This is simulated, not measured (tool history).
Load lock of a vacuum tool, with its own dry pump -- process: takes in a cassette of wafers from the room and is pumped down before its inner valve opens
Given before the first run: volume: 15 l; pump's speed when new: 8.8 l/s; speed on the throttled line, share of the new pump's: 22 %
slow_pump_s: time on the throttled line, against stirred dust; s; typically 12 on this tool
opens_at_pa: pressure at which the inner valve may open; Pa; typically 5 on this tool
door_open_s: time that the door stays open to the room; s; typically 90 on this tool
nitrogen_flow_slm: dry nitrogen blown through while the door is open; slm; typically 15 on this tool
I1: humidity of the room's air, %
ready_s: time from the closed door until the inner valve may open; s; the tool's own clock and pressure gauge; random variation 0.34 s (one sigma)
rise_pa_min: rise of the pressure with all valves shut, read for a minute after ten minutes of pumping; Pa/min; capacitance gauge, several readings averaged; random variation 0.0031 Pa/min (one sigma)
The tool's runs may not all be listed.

{"run": 1, "hour": 0.0, "slow_pump_s": 12, "opens_at_pa": 5, "door_open_s": 90, "nitrogen_flow_slm": 15, "I1": 45.9, "ready_s": 29.9, "rise_pa_min": 0.097}
{"run": 2, "hour": 58.1, "slow_pump_s": 12, "opens_at_pa": 5, "door_open_s": 90, "nitrogen_flow_slm": 15, "I1": 47.7, "ready_s": 29.0, "rise_pa_min": 0.099}
{"run": 3, "hour": 150.0, "slow_pump_s": 12, "opens_at_pa": 5, "door_open_s": 90, "nitrogen_flow_slm": 15, "I1": 44.2, "ready_s": 29.2, "rise_pa_min": 0.094}
{"run": 4, "hour": 217.2, "slow_pump_s": 12, "opens_at_pa": 5, "door_open_s": 90, "nitrogen_flow_slm": 15, "I1": 45.3, "ready_s": 29.1, "rise_pa_min": 0.094}
{"run": 5, "hour": 295.5, "slow_pump_s": 12, "opens_at_pa": 4, "door_open_s": 90, "nitrogen_flow_slm": 15, "I1": 44.9, "ready_s": 30.5, "rise_pa_min": 0.096}
{"run": 6, "hour": 407.9, "slow_pump_s": 12, "opens_at_pa": 5, "door_open_s": 83, "nitrogen_flow_slm": 15, "I1": 41.0, "ready_s": 29.6, "rise_pa_min": 0.089}
{"run": 7, "hour": 472.0, "slow_pump_s": 12, "opens_at_pa": 5, "door_open_s": 83, "nitrogen_flow_slm": 15, "I1": 47.3, "ready_s": 28.6, "rise_pa_min": 0.097}
{"run": 8, "hour": 573.6, "slow_pump_s": 12, "opens_at_pa": 5, "door_open_s": 83, "nitrogen_flow_slm": 15, "I1": 44.7, "ready_s": 29.0, "rise_pa_min": 0.099}
{"run": 9, "hour": 634.7, "slow_pump_s": 12, "opens_at_pa": 5, "door_open_s": 83, "nitrogen_flow_slm": 15, "I1": 42.8, "ready_s": 29.3, "rise_pa_min": 0.099}
{"run": 10, "hour": 745.9, "slow_pump_s": 12, "opens_at_pa": 5, "door_open_s": 90, "nitrogen_flow_slm": 15, "I1": 43.2, "ready_s": 30.4, "rise_pa_min": 0.097}
{"run": 11, "hour": 864.6, "slow_pump_s": 12, "opens_at_pa": 5, "door_open_s": 90, "nitrogen_flow_slm": 4, "I1": 42.9, "ready_s": 29.5, "rise_pa_min": 0.122}
{"run": 12, "hour": 986.4, "slow_pump_s": 12, "opens_at_pa": 5, "door_open_s": 90, "nitrogen_flow_slm": 4, "I1": 44.2, "ready_s": 30.3, "rise_pa_min": 0.127}
{"run": 13, "hour": 1062.5, "slow_pump_s": 12, "opens_at_pa": 5, "door_open_s": 90, "nitrogen_flow_slm": 4, "I1": 44.4, "ready_s": 29.7, "rise_pa_min": 0.126}
{"run": 14, "hour": 1181.6, "slow_pump_s": 12, "opens_at_pa": 5, "door_open_s": 90, "nitrogen_flow_slm": 4, "I1": 44.0, "ready_s": 29.5, "rise_pa_min": 0.125}
{"run": 15, "hour": 1296.2, "slow_pump_s": 12, "opens_at_pa": 5, "door_open_s": 90, "nitrogen_flow_slm": 4, "I1": 45.6, "ready_s": 29.7, "rise_pa_min": 0.137}
{"run": 16, "hour": 1392.4, "slow_pump_s": 13, "opens_at_pa": 9, "door_open_s": 90, "nitrogen_flow_slm": 4, "I1": 45.5, "ready_s": 29.2, "rise_pa_min": 0.131}
{"run": 17, "hour": 1476.3, "slow_pump_s": 13, "opens_at_pa": 9, "door_open_s": 90, "nitrogen_flow_slm": 4, "I1": 46.1, "ready_s": 28.9, "rise_pa_min": 0.139}
{"run": 18, "hour": 1567.9, "slow_pump_s": 12, "opens_at_pa": 5, "door_open_s": 90, "nitrogen_flow_slm": 36, "I1": 44.6, "ready_s": 29.7, "rise_pa_min": 0.096}
{"run": 19, "hour": 1681.2, "slow_pump_s": 12, "opens_at_pa": 8, "door_open_s": 147, "nitrogen_flow_slm": 15, "I1": 43.3, "ready_s": 28.6, "rise_pa_min": 0.145}
{"run": 20, "hour": 1747.3, "slow_pump_s": 24, "opens_at_pa": 7, "door_open_s": 101, "nitrogen_flow_slm": 15, "I1": 47.2, "ready_s": 37.6, "rise_pa_min": 0.13}
{"run": 21, "hour": 1818.3, "slow_pump_s": 12, "opens_at_pa": 9, "door_open_s": 90, "nitrogen_flow_slm": 17, "I1": 43.2, "ready_s": 28.6, "rise_pa_min": 0.114}
{"run": 22, "hour": 1898.4, "slow_pump_s": 15, "opens_at_pa": 9, "door_open_s": 90, "nitrogen_flow_slm": 8, "I1": 43.6, "ready_s": 31.4, "rise_pa_min": 0.124}
{"run": 23, "hour": 1998.1, "slow_pump_s": 15, "opens_at_pa": 9, "door_open_s": 90, "nitrogen_flow_slm": 8, "I1": 42.0, "ready_s": 30.5, "rise_pa_min": 0.124}
{"run": 24, "hour": 2120.8, "slow_pump_s": 15, "opens_at_pa": 9, "door_open_s": 90, "nitrogen_flow_slm": 8, "I1": 45.1, "ready_s": 30.7, "rise_pa_min": 0.137}
{"run": 25, "hour": 2202.4, "slow_pump_s": 15, "opens_at_pa": 9, "door_open_s": 90, "nitrogen_flow_slm": 8, "I1": 44.7, "ready_s": 30.6, "rise_pa_min": 0.138}
{"run": 26, "hour": 2261.8, "slow_pump_s": 6, "opens_at_pa": 5, "door_open_s": 49, "nitrogen_flow_slm": 15, "I1": 45.3, "ready_s": 25.9, "rise_pa_min": 0.107}
{"run": 27, "hour": 2336.6, "slow_pump_s": 6, "opens_at_pa": 10, "door_open_s": 142, "nitrogen_flow_slm": 17, "I1": 42.3, "ready_s": 23.9, "rise_pa_min": 0.147}
{"run": 28, "hour": 2436.7, "slow_pump_s": 18, "opens_at_pa": 7, "door_open_s": 125, "nitrogen_flow_slm": 4, "I1": 45.6, "ready_s": 33.7, "rise_pa_min": 0.178}

Here are 4 independent what-if runs from the current tool condition. What would each one return?
{"run": "A", "hour": 2533.9, "slow_pump_s": 12, "opens_at_pa": 5, "door_open_s": 90, "nitrogen_flow_slm": 19, "I1": 43.9, "ready_s": "?", "rise_pa_min": "?"}
{"run": "B", "hour": 2533.9, "slow_pump_s": 11, "opens_at_pa": 10, "door_open_s": 190, "nitrogen_flow_slm": 15, "I1": 46.1, "ready_s": "?", "rise_pa_min": "?"}
{"run": "C", "hour": 2533.9, "slow_pump_s": 16, "opens_at_pa": 7, "door_open_s": 125, "nitrogen_flow_slm": 4, "I1": 47.1, "ready_s": "?", "rise_pa_min": "?"}
{"run": "D", "hour": 2533.9, "slow_pump_s": 10, "opens_at_pa": 6, "door_open_s": 90, "nitrogen_flow_slm": 6, "I1": 44.6, "ready_s": "?", "rise_pa_min": "?"}

run=A ready_s=29.8 rise_pa_min=0.130
run=B ready_s=28.0 rise_pa_min=0.182
run=C ready_s=31.6 rise_pa_min=0.182
run=D ready_s=28.8 rise_pa_min=0.153
What these runs would have given with no unlogged condition in the tool:
run=A ready_s=26.4 rise_pa_min=0.065
run=B ready_s=24.8 rise_pa_min=0.117
run=C ready_s=28.5 rise_pa_min=0.119
run=D ready_s=25.4 rise_pa_min=0.089

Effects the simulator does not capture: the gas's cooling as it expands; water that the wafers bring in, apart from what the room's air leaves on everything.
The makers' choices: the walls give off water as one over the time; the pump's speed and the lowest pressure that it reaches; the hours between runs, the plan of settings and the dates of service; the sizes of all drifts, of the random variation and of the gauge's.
